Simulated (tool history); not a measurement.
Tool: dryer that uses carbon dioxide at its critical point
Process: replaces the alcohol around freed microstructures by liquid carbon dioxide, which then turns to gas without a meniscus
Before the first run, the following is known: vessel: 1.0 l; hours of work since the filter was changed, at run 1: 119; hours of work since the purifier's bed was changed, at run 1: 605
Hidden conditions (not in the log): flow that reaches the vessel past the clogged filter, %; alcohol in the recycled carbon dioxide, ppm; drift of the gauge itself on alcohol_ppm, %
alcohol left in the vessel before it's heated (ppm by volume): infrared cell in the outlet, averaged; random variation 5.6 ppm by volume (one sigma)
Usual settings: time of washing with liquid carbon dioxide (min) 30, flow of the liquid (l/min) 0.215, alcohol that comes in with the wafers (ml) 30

| run | hour | time of washing with liquid carbon dioxide (min) | flow of the liquid (l/min) | alcohol that comes in with the wafers (ml) | hours of work since the filter was changed | hours of work since the purifier's bed was changed | alcohol left in the vessel before it's heated (ppm by volume) |
|---|---|---|---|---|---|---|---|
| 1 | 0 | 30 | 0.215 | 30 | 119 | 605 | 381 |
| 2 | 41.8 | 30 | 0.215 | 30 | 136 | 622 | 394 |
| 3 | 89.9 | 30 | 0.215 | 30 | 155 | 641 | 410 |
| 4 | 144.9 | 30 | 0.349 | 30 | 176 | 663 | 216 |
| 5 | 200.9 | 30 | 0.349 | 30 | 198 | 685 | 231 |
| 6 | 252.2 | 30 | 0.349 | 30 | 219 | 705 | 219 |
| 7 | 307.8 | 30 | 0.349 | 30 | 241 | 727 | 236 |
|  | 360.9 | inlet filter changed |
| 8 | 367.4 | 27 | 0.333 | 30 | 3 | 750 | 250 |
| 9 | 408.4 | 30 | 0.296 | 119 | 19 | 767 | 344 |
| 10 | 459.1 | 30 | 0.153 | 23 | 39 | 787 | 783 |
| 11 | 495.7 | 30 | 0.153 | 23 | 53 | 801 | 816 |

Run 12 has not been measured yet. What should we expect?
| 12 | 534.4 | 30 | 0.153 | 23 | 69 | 816 | ? |

alcohol left in the vessel before it's heated (ppm by volume): 827
The same run, on a tool lacking any hidden state, would have yielded alcohol left in the vessel before it's heated (ppm by volume) 512.

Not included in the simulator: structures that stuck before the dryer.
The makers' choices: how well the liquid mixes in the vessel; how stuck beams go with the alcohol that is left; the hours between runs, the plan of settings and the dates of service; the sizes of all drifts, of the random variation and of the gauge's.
